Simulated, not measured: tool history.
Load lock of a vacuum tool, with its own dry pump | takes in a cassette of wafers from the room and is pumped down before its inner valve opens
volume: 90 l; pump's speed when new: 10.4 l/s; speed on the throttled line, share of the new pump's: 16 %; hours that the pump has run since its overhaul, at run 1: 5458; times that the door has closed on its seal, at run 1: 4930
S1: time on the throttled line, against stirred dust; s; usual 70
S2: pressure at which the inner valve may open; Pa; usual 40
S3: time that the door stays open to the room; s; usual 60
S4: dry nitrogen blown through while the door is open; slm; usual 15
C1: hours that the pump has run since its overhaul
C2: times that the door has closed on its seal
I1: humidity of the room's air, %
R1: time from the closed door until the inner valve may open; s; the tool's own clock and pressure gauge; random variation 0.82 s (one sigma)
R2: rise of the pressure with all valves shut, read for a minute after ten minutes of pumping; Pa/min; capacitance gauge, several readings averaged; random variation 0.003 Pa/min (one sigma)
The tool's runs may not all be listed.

run	hour	S1	S2	S3	S4	C1	C2	I1	R1	R2
1	0.0	70	40	60	15	5458	4930	46.6	129.6	0.051
2	195.0	70	40	56	15	5653	5895	41.9	131.4	0.044
3	360.0	36	40	60	15	5818	6712	42.9	104.5	0.050
4	558.9	36	40	60	15	6017	7696	47.5	103.9	0.056
5	717.8	36	40	60	15	6176	8482	45.3	103.1	0.056
6	928.7	70	40	60	8	6387	9526	46.6	130.8	0.071
7	1298.5	70	40	60	15	6757	11355	45.4	133.1	0.067
8	1654.6	70	40	60	15	7113	13117	44.0	133.6	0.064
9	1868.4	70	40	60	15	7327	14175	44.3	133.5	0.067
10	2091.8	107	40	60	15	7550	15281	42.7	162.0	0.074
11	2402.0	107	40	60	15	7860	16816	47.6	163.2	0.081
12	2629.1	70	40	60	12	8088	17939	39.6	134.0	0.081
13	2814.0	70	40	60	6	8272	18854	44.7	133.1	0.096
14	3183.9	70	28	60	15	8642	20684	47.5	136.6	0.100
15	3429.2	70	40	60	15	8888	21898	44.1	134.1	0.098
16	3796.2	70	40	60	15	9255	23714	48.2	134.8	0.109
17	4078.8	70	40	60	15	9537	25112	43.5	134.7	0.113
18	4279.3	70	40	60	15	9738	26105	47.4	136.0	0.125
19	4631.7	70	40	60	15	10090	27848	45.4	134.3	0.130
20	4971.5	126	30	46	6	10430	29529	47.5	185.2	0.143
21	5297.2	126	30	46	6	10756	31141	42.5	185.4	0.147
22	5536.9	94	60	149	15	10995	32327	45.4	151.1	0.163
23	5803.6	73	80	49	4	11262	33646	47.4	129.6	0.174
24	6176.1	64	47	60	15	11634	35490	43.6	129.6	0.175
25	6456.5	64	47	60	15	11915	36877	45.3	131.4	0.179
26	6653.8	64	43	187	15	12112	37853	45.0	131.2	0.209
27	6923.1	64	43	187	15	12381	39186	46.5	130.9	0.221
28	7169.1	51	40	60	7	12627	40403	43.3	121.3	0.217
29	7473.5	95	40	60	10	12932	41909	42.8	158.6	0.225
30	7697.7	41	40	113	44	13156	43018	43.4	115.1	0.220
31	7985.7	70	37	129	7	13444	44444	41.1	138.5	0.260
32	8254.6	55	33	147	12	13713	45774	45.4	127.7	0.267
33	8434.8	110	70	105	21	13893	46666	47.3	164.5	0.263
34	8708.9	110	70	105	21	14167	48022	46.4	164.7	0.261
# hour 8766.3: door's seal changed, seat wiped
35	8887.7	132	40	60	15	14345	600	41.2	192.9	0.039
36	9193.5	132	40	60	15	14650	2113	42.7	189.4	0.042
37	9555.3	132	80	60	15	15012	3904	47.7	180.3	0.042
38	9885.9	132	32	215	34	15343	5539	49.0	192.8	0.053

Forecast each of these 3 alternatives for the next run:
A	10208.3	39	42	215	34	15665	7134	41.0	?	?
B	10208.3	64	48	215	5	15665	7134	46.5	?	?
C	10208.3	132	73	215	10	15665	7134	46.6	?	?

run	R1	R2
A	112.9	0.053
B	133.2	0.092
C	183.6	0.086
Without the tool's hidden state the same runs would have given:
run	R1	R2
A	99.4	0.040
B	120.6	0.079
C	174.3	0.072

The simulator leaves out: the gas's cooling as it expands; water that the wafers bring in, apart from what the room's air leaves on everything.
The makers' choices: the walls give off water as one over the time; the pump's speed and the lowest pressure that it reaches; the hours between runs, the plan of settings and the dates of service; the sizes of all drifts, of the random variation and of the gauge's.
